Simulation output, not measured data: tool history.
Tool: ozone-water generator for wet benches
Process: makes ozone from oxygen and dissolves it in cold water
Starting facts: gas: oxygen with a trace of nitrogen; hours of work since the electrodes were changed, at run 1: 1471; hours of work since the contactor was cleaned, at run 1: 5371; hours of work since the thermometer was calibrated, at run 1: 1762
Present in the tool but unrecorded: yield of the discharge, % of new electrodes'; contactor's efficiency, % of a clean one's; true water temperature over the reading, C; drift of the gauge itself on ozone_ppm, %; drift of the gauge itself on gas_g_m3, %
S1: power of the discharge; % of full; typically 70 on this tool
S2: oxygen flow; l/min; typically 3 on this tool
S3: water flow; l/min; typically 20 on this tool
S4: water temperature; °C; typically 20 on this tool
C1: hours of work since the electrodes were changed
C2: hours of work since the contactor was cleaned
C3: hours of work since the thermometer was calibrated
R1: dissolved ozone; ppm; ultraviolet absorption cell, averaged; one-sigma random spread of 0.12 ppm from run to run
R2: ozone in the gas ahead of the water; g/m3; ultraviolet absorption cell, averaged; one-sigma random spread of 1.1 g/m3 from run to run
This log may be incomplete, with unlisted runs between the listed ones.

run	hour	S1	S2	S3	S4	C1	C2	C3	R1	R2
1	0	70	3	20	20	1471	5371	1762	11.8	200.1
2	76.2	70	3	20	20	1538	5439	1830	11.8	201.4
3	137.6	70	3	20	20	1593	5494	1885	11.8	200.8
4	174.9	70	3	20	20	1626	5527	1918	11.9	201.5
5	228.3	70	3	20	20	1673	5574	1965	11.9	200
6	281	70	3	20	20	1720	5621	2012	11.7	200.6
7	345.2	70	3	15	20	1777	5678	2069	15.8	202.9
8	405.4	70	3	15	20	1831	5732	2122	15.7	201.3
9	452.5	70	3	15	20	1872	5773	2164	15.6	199.8
10	523.5	70	3	20	20	1935	5836	2227	11.7	203
11	585.7	70	3	20	20	1991	5892	2283	11.5	201.8
12	655	70	3	20	20	2052	5953	2344	11.8	201.4
13	733.8	94	3	20	20	2122	6023	2414	14.7	248.6
14	795.9	70	3	29	20	2177	6078	2469	7.8	201.6
15	848.7	70	3	29	20	2224	6125	2516	7.9	199.3
16	908.4	70	3	29	20	2277	6178	2569	7.8	201.9
17	963.8	70	3	20	20	2327	6227	2618	11.7	200.7
18	1005	70	4.79	22	20	2363	6264	2655	10.2	144.7
19	1042.8	76	3.68	27	17	2397	6298	2689	9.2	184.1
20	1123.9	70	3	20	21	2469	6370	2761	11.7	201.1
21	1199.8	70	3	12	20	2536	6437	2828	19.1	200.9
22	1249.3	70	2.95	13	20	2580	6481	2872	18	203.4
23	1282.8	70	3	20	25	2610	6511	2902	11.2	199.5
24	1349.2	70	3	20	25	2669	6570	2961	11.1	200.8
25	1400.3	70	3	15	20	2714	6615	3006	15.8	200.7
26	1464.8	70	3	15	20	2772	6672	3063	15.7	200.9
27	1526.8	77	3	13	20	2827	6728	3119	19.4	215.6
28	1571.1	77	3	13	20	2866	6767	3158	19.5	215.2
29	1609.4	70	4.4	20	20	2900	6801	3192	11.6	153.2
30	1671.1	44	4.56	26	20	2955	6856	3247	6.4	106.3
31	1742.9	44	1.65	26	20	3019	6919	3310	6.2	215.6
32	1788	44	1.65	26	20	3059	6960	3350	5.9	216
33	1860.3	41	2.47	19	20	3123	7024	3415	8.5	156.1

Predict each of these 3 candidate next runs independently; none follows another, all start after run 33:
A	1896	70	3	13	20	3155	7055	3446	?	?
B	1896	70	2.27	20	14	3155	7055	3446	?	?
C	1896	40	2.47	19	25	3155	7055	3446	?	?

run	R1	R2
A	18	202.2
B	12.6	245.6
C	7.8	152
What these runs would have given with no unlogged condition in the tool:
run	R1	R2
A	18	202.3
B	12.6	245.8
C	7.8	152.1
